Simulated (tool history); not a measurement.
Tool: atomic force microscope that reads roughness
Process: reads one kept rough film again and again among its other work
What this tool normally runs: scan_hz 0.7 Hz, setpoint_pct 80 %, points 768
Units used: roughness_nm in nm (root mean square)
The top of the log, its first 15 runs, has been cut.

run,hour,scan_hz,setpoint_pct,points,pictures with this tip,hours of work since the height scale was calibrated,roughness_nm
16,94.7,0.64,80,768,101,255,1.848
17,100.7,0.64,80,768,109,259,1.847
18,106.4,3.173,74,764,116,264,1.734
19,112.4,1.113,80,340,124,268,1.801
20,119.3,1.113,80,340,134,274,1.815
21,127.4,2.782,79,308,145,280,1.695
22,136,1.551,66,308,156,286,1.825
23,143.2,2.487,63,475,166,292,1.822
24,149.9,0.929,75,739,175,297,1.835
25,157.5,2.24,62,532,185,303,1.821
26,164.4,2.24,62,532,194,308,1.823
# hour 172.9: new tip fitted
27,172.9,1.731,80,349,0,314,1.797
28,181.7,1.731,80,349,12,321,1.793
29,189.9,1.731,80,349,23,327,1.782
30,198.4,1.808,69,823,34,334,1.839
31,206.3,1.118,80,768,45,340,1.833
32,212.3,0.697,62,528,53,344,1.892
33,216.8,0.697,62,528,59,348,1.883
34,223,3.441,65,739,67,353,1.8

Forecast each of these 3 alternatives for the next run:
A,230.5,0.7,80,1012,77,358,?
B,230.5,0.634,75,1004,77,358,?
C,230.5,3.441,88,769,77,358,?

run,roughness_nm
A,1.852
B,1.872
C,1.586
What these runs would have given with no unlogged condition in the tool:
run,roughness_nm
A,1.866
B,1.886
C,1.598
